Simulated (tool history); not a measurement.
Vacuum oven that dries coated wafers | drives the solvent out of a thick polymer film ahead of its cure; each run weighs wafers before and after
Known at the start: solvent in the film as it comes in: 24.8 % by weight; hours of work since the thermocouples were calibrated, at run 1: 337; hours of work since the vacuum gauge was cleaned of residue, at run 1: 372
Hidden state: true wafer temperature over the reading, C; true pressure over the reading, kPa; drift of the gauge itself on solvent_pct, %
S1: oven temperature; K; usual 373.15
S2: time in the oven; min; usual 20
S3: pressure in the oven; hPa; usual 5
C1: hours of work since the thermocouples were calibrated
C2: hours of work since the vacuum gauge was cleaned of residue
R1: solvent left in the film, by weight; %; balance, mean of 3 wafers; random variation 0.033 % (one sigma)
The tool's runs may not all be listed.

Run 1, hour 0: usual settings; C1 337; C2 372. Result: R1 2 %.
Run 2, hour 23.8: usual settings; C1 354; C2 390. Result: R1 2.01 %.
Run 3, hour 39.2: usual settings but S1 388.15 K; C1 365; C2 401. Result: R1 0.37 %.
Run 4, hour 54.5: usual settings but S1 388.15 K, S3 8.05 hPa; C1 376; C2 412. Result: R1 0.44 %.
Run 5, hour 77.7: usual settings but S1 388.15 K, S3 5.19 hPa; C1 393; C2 429. Result: R1 0.29 %.
Run 6, hour 97.8: usual settings but S1 388.15 K, S3 5.19 hPa; C1 408; C2 443. Result: R1 0.27 %.
Run 7, hour 118.1: usual settings but S1 388.15 K, S3 5.19 hPa; C1 422; C2 458. Result: R1 0.3 %.

Forecast run 8:
Run 8, hour 135.1: usual settings but S1 364.15 K, S2 29 min; C1 435; C2 470. Result: R1 ?.

Run 8 gave R1 3.41 %.
Without the tool's hidden state the same run would have given R1 3.4 %.
